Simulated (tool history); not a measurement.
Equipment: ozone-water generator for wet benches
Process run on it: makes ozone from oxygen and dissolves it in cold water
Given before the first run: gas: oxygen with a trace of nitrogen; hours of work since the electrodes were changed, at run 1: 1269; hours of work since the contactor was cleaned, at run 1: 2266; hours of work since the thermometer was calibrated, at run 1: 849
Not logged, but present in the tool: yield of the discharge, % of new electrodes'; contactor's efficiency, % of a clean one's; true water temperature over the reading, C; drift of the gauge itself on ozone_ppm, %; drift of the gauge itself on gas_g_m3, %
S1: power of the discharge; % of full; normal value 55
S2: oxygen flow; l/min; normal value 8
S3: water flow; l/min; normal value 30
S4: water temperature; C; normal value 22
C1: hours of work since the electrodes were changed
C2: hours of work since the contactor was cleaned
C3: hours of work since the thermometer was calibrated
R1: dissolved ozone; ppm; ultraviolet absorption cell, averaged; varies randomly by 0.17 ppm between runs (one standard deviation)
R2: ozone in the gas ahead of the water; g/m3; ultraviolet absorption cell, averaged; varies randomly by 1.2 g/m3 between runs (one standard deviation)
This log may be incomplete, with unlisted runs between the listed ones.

run 1 day=0 | S1=55 S2=8 S3=30 S4=22 | C1=1269 C2=2266 C3=849 | R1=21.5 R2=207.9
run 2 day=2.025 | S1=55 S2=8 S3=30 S4=22 | C1=1312 C2=2309 C3=892 | R1=21.5 R2=208.8
run 3 day=3.358 | S1=55 S2=8 S3=30 S4=22 | C1=1341 C2=2337 C3=921 | R1=21.5 R2=206.2
run 4 day=4.8 | S1=55 S2=8 S3=30 S4=22 | C1=1371 C2=2368 C3=952 | R1=21.3 R2=206.7
run 5 day=6.262 | S1=55 S2=8 S3=30 S4=22 | C1=1403 C2=2400 C3=983 | R1=21.7 R2=206.3
run 6 day=7.442 | S1=79 S2=8 S3=30 S4=22 | C1=1428 C2=2425 C3=1008 | R1=26 R2=249
run 7 day=9.038 | S1=79 S2=8 S3=30 S4=22 | C1=1462 C2=2459 C3=1042 | R1=26.1 R2=248.6
run 8 day=10.696 | S1=60 S2=8 S3=30 S4=22 | C1=1497 C2=2494 C3=1077 | R1=22.3 R2=216.3
run 9 day=12.208 | S1=55 S2=8 S3=30 S4=27 | C1=1530 C2=2526 C3=1110 | R1=19.7 R2=204.4
run 10 day=13.1 | S1=55 S2=8 S3=30 S4=27 | C1=1549 C2=2545 C3=1129 | R1=19.8 R2=204.2
run 11 day=14.567 | S1=66 S2=8 S3=30 S4=22 | C1=1580 C2=2577 C3=1160 | R1=23.7 R2=226.9
run 12 day=15.471 | S1=66 S2=8 S3=30 S4=22 | C1=1599 C2=2596 C3=1179 | R1=23.6 R2=227.2
run 13 day=17.504 | S1=49 S2=4.38 S3=30 S4=23 | C1=1643 C2=2640 C3=1223 | R1=17.3 R2=241.5
run 14 day=19.029 | S1=55 S2=9.56 S3=38 S4=22 | C1=1675 C2=2672 C3=1255 | R1=18.2 R2=193.6
run 15 day=21.038 | S1=55 S2=8 S3=42 S4=22 | C1=1718 C2=2715 C3=1298 | R1=16.1 R2=206.2
run 16 day=21.971 | S1=73 S2=4.36 S3=21 S4=21 | C1=1738 C2=2735 C3=1318 | R1=29.2 R2=294.9
run 17 day=23.042 | S1=54 S2=4.36 S3=21 S4=21 | C1=1761 C2=2758 C3=1341 | R1=25.4 R2=251.9
run 18 day=23.983 | S1=54 S2=4.36 S3=21 S4=21 | C1=1781 C2=2778 C3=1361 | R1=25.2 R2=251.8
run 19 day=24.912 | S1=41 S2=7.51 S3=38 S4=19 | C1=1801 C2=2798 C3=1381 | R1=15.6 R2=180.7
run 20 day=26.704 | S1=55 S2=8 S3=36 S4=22 | C1=1839 C2=2836 C3=1419 | R1=18.3 R2=207.3
run 21 day=28.338 | S1=51 S2=8 S3=30 S4=14 | C1=1874 C2=2871 C3=1454 | R1=22.9 R2=197.1
run 22 day=30.342 | S1=51 S2=8 S3=30 S4=14 | C1=1917 C2=2914 C3=1497 | R1=23 R2=195
run 23 day=31.817 | S1=55 S2=10.06 S3=37 S4=22 | C1=1948 C2=2945 C3=1528 | R1=18.7 R2=189.2

Predict each of these 3 candidate next runs independently; none follows another, all start after run 23:
run A day=32.983 | S1=55 S2=5.32 S3=30 S4=20 | C1=1973 C2=2970 C3=1553 | R1=? R2=?
run B day=32.983 | S1=55 S2=8 S3=28 S4=22 | C1=1973 C2=2970 C3=1553 | R1=? R2=?
run C day=32.983 | S1=55 S2=10.06 S3=22 S4=22 | C1=1973 C2=2970 C3=1553 | R1=? R2=?

run=A R1=19.9 R2=237
run=B R1=22.5 R2=205.2
run=C R1=26.9 R2=190.8
Without the tool's unlogged condition, the same runs would have read:
run=A R1=21 R2=243.5
run=B R1=23.7 R2=210.8
run=C R1=28.3 R2=196
